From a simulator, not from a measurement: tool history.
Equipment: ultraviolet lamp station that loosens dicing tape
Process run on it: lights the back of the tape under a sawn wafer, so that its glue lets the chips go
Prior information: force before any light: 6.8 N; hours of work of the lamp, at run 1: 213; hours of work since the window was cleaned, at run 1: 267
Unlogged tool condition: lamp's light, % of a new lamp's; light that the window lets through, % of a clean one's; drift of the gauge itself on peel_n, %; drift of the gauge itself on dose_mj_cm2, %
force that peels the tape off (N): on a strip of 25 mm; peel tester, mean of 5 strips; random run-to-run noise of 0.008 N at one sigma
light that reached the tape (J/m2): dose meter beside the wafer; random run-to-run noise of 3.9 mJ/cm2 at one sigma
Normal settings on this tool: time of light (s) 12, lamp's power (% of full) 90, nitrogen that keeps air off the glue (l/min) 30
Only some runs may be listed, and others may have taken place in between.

| run | hour | time of light (s) | lamp's power (% of full) | nitrogen that keeps air off the glue (l/min) | hours of work of the lamp | hours of work since the window was cleaned | force that peels the tape off (N) | light that reached the tape (J/m2) |
|---|---|---|---|---|---|---|---|---|
| 1 | 0 | 12 | 90 | 30 | 213 | 267 | 0.358 | 6060 |
| 2 | 58.3 | 12 | 90 | 30 | 250 | 303 | 0.382 | 5990 |
| 3 | 111 | 12 | 90 | 30 | 282 | 336 | 0.384 | 5940 |
| 4 | 139.1 | 12 | 90 | 30 | 300 | 353 | 0.398 | 5870 |
| 5 | 193.3 | 12 | 90 | 30 | 334 | 387 | 0.393 | 5750 |
| 6 | 253.9 | 19 | 90 | 30 | 371 | 425 | 0.207 | 8990 |
| 7 | 284.3 | 19 | 90 | 30 | 390 | 444 | 0.211 | 8960 |
| 8 | 343.3 | 12 | 90 | 30 | 427 | 480 | 0.425 | 5560 |
| 9 | 390.6 | 12 | 90 | 30 | 456 | 510 | 0.457 | 5530 |
| 10 | 428.9 | 12 | 90 | 41 | 480 | 534 | 0.411 | 5460 |
| 11 | 461.9 | 12 | 90 | 41 | 500 | 554 | 0.405 | 5370 |
| 12 | 507.3 | 12 | 90 | 41 | 529 | 582 | 0.427 | 5350 |
|  | 534.5 | window cleaned of glue's vapour |
| 13 | 539.4 | 12 | 90 | 41 | 548 | 3 | 0.463 | 5120 |
| 14 | 580.3 | 12 | 90 | 41 | 574 | 28 | 0.455 | 5080 |
| 15 | 640.3 | 12 | 90 | 41 | 611 | 66 | 0.501 | 4950 |
| 16 | 672.3 | 12 | 87 | 41 | 631 | 86 | 0.524 | 4810 |
| 17 | 699.9 | 12 | 87 | 44 | 648 | 103 | 0.53 | 4770 |
| 18 | 728.1 | 12 | 87 | 44 | 665 | 120 | 0.51 | 4700 |
| 19 | 774.4 | 12 | 87 | 44 | 694 | 149 | 0.549 | 4640 |
|  | 787 | window cleaned of glue's vapour, once more |
| 20 | 825.6 | 13 | 82 | 30 | 726 | 24 | 0.419 | 5850 |
| 21 | 860.2 | 15 | 73 | 30 | 747 | 45 | 0.379 | 6050 |
| 22 | 909.5 | 15 | 73 | 30 | 778 | 76 | 0.398 | 5840 |
| 23 | 943.5 | 15 | 73 | 30 | 799 | 97 | 0.374 | 5820 |
| 24 | 1004.7 | 15 | 73 | 30 | 837 | 135 | 0.405 | 5790 |
| 25 | 1050.1 | 7 | 71 | 25 | 865 | 163 | 1.754 | 2640 |
| 26 | 1104.6 | 13 | 71 | 25 | 899 | 197 | 0.667 | 4740 |
| 27 | 1166.1 | 9 | 90 | 13 | 937 | 235 | 1.127 | 4100 |
| 28 | 1198.9 | 9 | 90 | 13 | 958 | 256 | 1.144 | 4070 |
| 29 | 1233.6 | 16 | 97 | 36 | 979 | 277 | 0.23 | 7780 |
| 30 | 1284.6 | 12 | 90 | 18 | 1011 | 309 | 0.6 | 5350 |
| 31 | 1328.8 | 12 | 90 | 18 | 1038 | 337 | 0.61 | 5260 |

5 ways to go on from here, each from the tool as it stands after run 31. What would each give?
| A | 1362.5 | 9 | 70 | 15 | 1059 | 357 | ? | ? |
| B | 1362.5 | 8 | 90 | 24 | 1059 | 357 | ? | ? |
| C | 1362.5 | 12 | 72 | 25 | 1059 | 357 | ? | ? |
| D | 1362.5 | 17 | 89 | 22 | 1059 | 357 | ? | ? |
| E | 1362.5 | 8 | 77 | 32 | 1059 | 357 | ? | ? |

| run | force that peels the tape off (N) | light that reached the tape (J/m2) |
|---|---|---|
| A | 1.641 | 2980 |
| B | 1.141 | 3450 |
| C | 0.8 | 4170 |
| D | 0.288 | 7240 |
| E | 1.326 | 2980 |
What these runs would have given with no unlogged condition in the tool:
| run | force that peels the tape off (N) | light that reached the tape (J/m2) |
|---|---|---|
| A | 1.146 | 3800 |
| B | 0.745 | 4410 |
| C | 0.501 | 5320 |
| D | 0.206 | 9230 |
| E | 0.892 | 3800 |

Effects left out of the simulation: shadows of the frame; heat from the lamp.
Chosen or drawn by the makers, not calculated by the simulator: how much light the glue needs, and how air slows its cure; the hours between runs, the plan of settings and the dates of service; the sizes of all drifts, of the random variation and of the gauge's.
